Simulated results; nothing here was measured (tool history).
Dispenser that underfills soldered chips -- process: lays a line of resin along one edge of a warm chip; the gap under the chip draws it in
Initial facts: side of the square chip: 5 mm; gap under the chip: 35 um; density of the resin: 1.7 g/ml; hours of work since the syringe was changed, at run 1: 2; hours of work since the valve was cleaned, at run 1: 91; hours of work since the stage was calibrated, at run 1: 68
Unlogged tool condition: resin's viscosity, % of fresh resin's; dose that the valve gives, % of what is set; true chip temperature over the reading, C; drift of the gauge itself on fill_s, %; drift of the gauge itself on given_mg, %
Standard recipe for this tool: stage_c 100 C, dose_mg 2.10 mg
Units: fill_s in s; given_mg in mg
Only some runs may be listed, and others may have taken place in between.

run,day,stage_c,dose_mg,hours of work since the syringe was changed,hours of work since the valve was cleaned,hours of work since the stage was calibrated,fill_s,given_mg
1,0.000,100,2.10,2,91,68,9.6,2.01
2,0.129,100,2.10,5,93,71,10.5,2.01
3,0.283,100,2.10,7,96,74,11.9,2.02
4,0.467,100,2.10,11,100,77,13.9,2.03
# day 0.533: new syringe of resin
5,0.583,96,2.10,1,102,79,10.0,1.99
6,0.829,100,2.10,6,106,84,11.6,2.00
# day 0.912: dispensing valve cleaned and set on the balance
7,1.042,100,2.10,9,2,87,12.3,2.10
8,1.167,100,2.10,11,5,89,13.0,2.08
# day 1.238: new syringe of resin
9,1.388,100,2.40,3,9,93,9.7,2.39
10,1.504,100,2.40,5,11,96,10.5,2.39
11,1.654,100,2.40,8,14,98,12.2,2.40
# day 1.883: new syringe of resin
12,1.921,100,2.61,1,19,103,8.8,2.58
13,2.154,100,2.10,5,23,108,10.7,2.09
14,2.338,100,2.10,9,26,111,12.1,2.09
15,2.488,100,2.10,11,29,114,13.5,2.10
# day 2.529: new syringe of resin
16,2.688,100,2.10,3,33,118,10.2,2.08
17,2.888,100,2.10,7,37,121,11.9,2.06
18,3.046,100,2.02,10,40,124,13.2,1.99
# day 3.171: new syringe of resin
19,3.171,100,2.02,0,42,126,9.1,1.97
20,3.421,108,2.06,5,47,131,8.4,2.02
21,3.583,94,2.49,8,50,134,13.9,2.42
22,3.692,94,2.49,10,52,136,15.4,2.43
23,3.800,94,2.49,12,54,138,16.1,2.42
# day 3.829: new syringe of resin
24,3.938,94,2.49,2,56,141,11.5,2.42
25,4.108,88,2.22,5,59,144,15.4,2.15
26,4.250,96,2.20,8,62,147,13.5,2.15
# day 4.479: new syringe of resin
27,4.512,96,2.20,1,67,151,9.9,2.14
28,4.671,106,1.98,4,70,154,8.7,1.95
29,4.862,99,1.95,7,74,158,12.2,1.90
30,5.092,94,2.36,12,78,162,15.5,2.27
# day 5.125: new syringe of resin
31,5.350,94,2.36,4,82,167,12.4,2.25
32,5.467,114,2.54,6,85,169,6.8,2.43
33,5.725,114,2.12,11,90,174,9.0,2.04
# day 5.783: new syringe of resin
34,5.979,113,2.10,4,94,179,6.8,2.00
35,6.150,95,2.52,7,97,182,12.5,2.40
36,6.296,95,2.52,10,100,185,14.0,2.39
# day 6.425: new syringe of resin
37,6.538,113,2.05,2,105,189,6.2,1.94

Alternative continuations, all from the tool just after run 37; predict every row:
A,6.654,96,2.41,4,107,191,?,?
B,6.654,87,2.18,4,107,191,?,?
C,6.654,96,2.32,4,107,191,?,?
D,6.654,99,2.03,4,107,191,?,?

run,fill_s,given_mg
A,11.7,2.29
B,15.7,2.07
C,11.7,2.21
D,11.2,1.92
With no hidden state in the tool, these same runs would have given:
run,fill_s,given_mg
A,10.0,2.41
B,13.4,2.19
C,9.9,2.32
D,9.5,2.02

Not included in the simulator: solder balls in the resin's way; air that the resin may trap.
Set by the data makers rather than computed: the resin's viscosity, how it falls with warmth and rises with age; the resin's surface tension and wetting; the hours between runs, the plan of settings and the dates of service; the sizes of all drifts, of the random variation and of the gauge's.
